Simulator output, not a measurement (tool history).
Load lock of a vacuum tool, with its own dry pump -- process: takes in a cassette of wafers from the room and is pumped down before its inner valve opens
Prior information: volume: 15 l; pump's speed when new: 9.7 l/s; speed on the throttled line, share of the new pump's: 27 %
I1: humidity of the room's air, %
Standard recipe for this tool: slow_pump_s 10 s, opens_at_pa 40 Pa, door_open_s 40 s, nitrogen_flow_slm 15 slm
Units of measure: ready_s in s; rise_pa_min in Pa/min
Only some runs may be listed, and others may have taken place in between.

run 1 day=0 | slow_pump_s=10 opens_at_pa=40 door_open_s=40 nitrogen_flow_slm=15 | I1=47.4 | ready_s=19.8 rise_pa_min=0.116
run 2 day=6.15 | slow_pump_s=10 opens_at_pa=30 door_open_s=40 nitrogen_flow_slm=15 | I1=48.1 | ready_s=20.3 rise_pa_min=0.114
run 3 day=12.321 | slow_pump_s=6 opens_at_pa=40 door_open_s=40 nitrogen_flow_slm=15 | I1=46.4 | ready_s=17.1 rise_pa_min=0.118
run 4 day=17.492 | slow_pump_s=6 opens_at_pa=40 door_open_s=40 nitrogen_flow_slm=15 | I1=46.7 | ready_s=17 rise_pa_min=0.118
run 5 day=21.983 | slow_pump_s=10 opens_at_pa=40 door_open_s=39 nitrogen_flow_slm=15 | I1=49.8 | ready_s=19.6 rise_pa_min=0.128
run 6 day=26.5 | slow_pump_s=10 opens_at_pa=40 door_open_s=39 nitrogen_flow_slm=15 | I1=45.8 | ready_s=19.1 rise_pa_min=0.121
run 7 day=32.7 | slow_pump_s=10 opens_at_pa=40 door_open_s=39 nitrogen_flow_slm=15 | I1=46.5 | ready_s=19.5 rise_pa_min=0.116
run 8 day=36.096 | slow_pump_s=10 opens_at_pa=40 door_open_s=39 nitrogen_flow_slm=15 | I1=44.2 | ready_s=19 rise_pa_min=0.112
run 9 day=38.917 | slow_pump_s=10 opens_at_pa=40 door_open_s=39 nitrogen_flow_slm=15 | I1=40.7 | ready_s=19.6 rise_pa_min=0.118
run 10 day=42.962 | slow_pump_s=10 opens_at_pa=40 door_open_s=40 nitrogen_flow_slm=15 | I1=42.7 | ready_s=19.8 rise_pa_min=0.12
run 11 day=47.738 | slow_pump_s=10 opens_at_pa=40 door_open_s=40 nitrogen_flow_slm=15 | I1=45.2 | ready_s=20 rise_pa_min=0.127
run 12 day=53.783 | slow_pump_s=10 opens_at_pa=40 door_open_s=40 nitrogen_flow_slm=15 | I1=44.3 | ready_s=20.2 rise_pa_min=0.124
run 13 day=58.342 | slow_pump_s=10 opens_at_pa=40 door_open_s=40 nitrogen_flow_slm=15 | I1=42 | ready_s=20.3 rise_pa_min=0.123
run 14 day=63.162 | slow_pump_s=10 opens_at_pa=40 door_open_s=40 nitrogen_flow_slm=7 | I1=44.5 | ready_s=19.8 rise_pa_min=0.127
run 15 day=69.3 | slow_pump_s=10 opens_at_pa=28 door_open_s=40 nitrogen_flow_slm=15 | I1=44.9 | ready_s=20.5 rise_pa_min=0.128
run 16 day=74.992 | slow_pump_s=10 opens_at_pa=28 door_open_s=40 nitrogen_flow_slm=15 | I1=45.2 | ready_s=20.7 rise_pa_min=0.133
run 17 day=79.783 | slow_pump_s=10 opens_at_pa=28 door_open_s=40 nitrogen_flow_slm=15 | I1=47 | ready_s=20.6 rise_pa_min=0.129
run 18 day=82.925 | slow_pump_s=10 opens_at_pa=40 door_open_s=40 nitrogen_flow_slm=15 | I1=46 | ready_s=20.2 rise_pa_min=0.132
run 19 day=86.042 | slow_pump_s=10 opens_at_pa=40 door_open_s=40 nitrogen_flow_slm=5 | I1=43.2 | ready_s=20.5 rise_pa_min=0.144
run 20 day=92.617 | slow_pump_s=8 opens_at_pa=40 door_open_s=143 nitrogen_flow_slm=39 | I1=47.3 | ready_s=18.5 rise_pa_min=0.143
run 21 day=97.621 | slow_pump_s=13 opens_at_pa=40 door_open_s=143 nitrogen_flow_slm=30 | I1=41.5 | ready_s=22 rise_pa_min=0.148
run 22 day=100.838 | slow_pump_s=10 opens_at_pa=29 door_open_s=128 nitrogen_flow_slm=15 | I1=45.3 | ready_s=20.8 rise_pa_min=0.172
run 23 day=105.45 | slow_pump_s=13 opens_at_pa=29 door_open_s=128 nitrogen_flow_slm=4 | I1=44.7 | ready_s=23.1 rise_pa_min=0.197
run 24 day=108.921 | slow_pump_s=10 opens_at_pa=40 door_open_s=31 nitrogen_flow_slm=7 | I1=44.5 | ready_s=19.8 rise_pa_min=0.137
run 25 day=114.708 | slow_pump_s=11 opens_at_pa=44 door_open_s=40 nitrogen_flow_slm=7 | I1=45.6 | ready_s=20.3 rise_pa_min=0.146
run 26 day=120.429 | slow_pump_s=11 opens_at_pa=44 door_open_s=40 nitrogen_flow_slm=7 | I1=44.9 | ready_s=20.6 rise_pa_min=0.15
run 27 day=125.662 | slow_pump_s=11 opens_at_pa=44 door_open_s=40 nitrogen_flow_slm=7 | I1=46.2 | ready_s=21 rise_pa_min=0.147
run 28 day=131.754 | slow_pump_s=16 opens_at_pa=40 door_open_s=40 nitrogen_flow_slm=15 | I1=43.1 | ready_s=24.3 rise_pa_min=0.136
run 29 day=136.196 | slow_pump_s=6 opens_at_pa=33 door_open_s=120 nitrogen_flow_slm=18 | I1=42.2 | ready_s=17.3 rise_pa_min=0.163
run 30 day=141.004 | slow_pump_s=6 opens_at_pa=33 door_open_s=120 nitrogen_flow_slm=18 | I1=42.9 | ready_s=17.4 rise_pa_min=0.162
run 31 day=144.362 | slow_pump_s=6 opens_at_pa=33 door_open_s=120 nitrogen_flow_slm=18 | I1=46.8 | ready_s=17.5 rise_pa_min=0.175
run 32 day=150.946 | slow_pump_s=6 opens_at_pa=33 door_open_s=120 nitrogen_flow_slm=18 | I1=44.8 | ready_s=18.1 rise_pa_min=0.169
run 33 day=156.012 | slow_pump_s=6 opens_at_pa=33 door_open_s=177 nitrogen_flow_slm=18 | I1=46.4 | ready_s=16.8 rise_pa_min=0.185
run 34 day=160.383 | slow_pump_s=6 opens_at_pa=51 door_open_s=189 nitrogen_flow_slm=18 | I1=44.1 | ready_s=17.2 rise_pa_min=0.186
run 35 day=164.079 | slow_pump_s=15 opens_at_pa=40 door_open_s=185 nitrogen_flow_slm=18 | I1=42.3 | ready_s=24.1 rise_pa_min=0.183
run 36 day=167.442 | slow_pump_s=9 opens_at_pa=40 door_open_s=40 nitrogen_flow_slm=15 | I1=42.7 | ready_s=19.9 rise_pa_min=0.146
run 37 day=174.033 | slow_pump_s=10 opens_at_pa=40 door_open_s=42 nitrogen_flow_slm=26 | I1=47.5 | ready_s=20.4 rise_pa_min=0.14

A few steps of ready_s between consecutive runs. Split each: what settings, incoming material and random variation would produce without the hidden state, and what is left over for the hidden state, along with gauge scatter present in only one of the two compared results (measured, and without hidden state):
Hidden conditions of the tool in this case: pump's speed, % of a new pump's; leak at the door's seal, Pa l/s; drift of the gauge itself on ready_s, %; drift of the gauge itself on rise_pa_min, %.
Run 3 -> 4: no setting touched and nothing written in the log between the runs. ready_s -0.1 s: hidden state +0.1, all else -0.2.
Run 28 -> 29: slow_pump_s 16 -> 6, opens_at_pa 40 -> 33, door_open_s 40 -> 120, nitrogen_flow_slm 15 -> 18. ready_s -7 s: hidden state +0.2, all else -7.2.
Run 34 -> 35: slow_pump_s 6 -> 15, opens_at_pa 51 -> 40, door_open_s 189 -> 185. ready_s +6.9 s: hidden state -0.1, all else +7.
Run 35 -> 36: slow_pump_s 15 -> 9, door_open_s 185 -> 40, nitrogen_flow_slm 18 -> 15. ready_s -4.2 s: hidden state +0.2, all else -4.4.
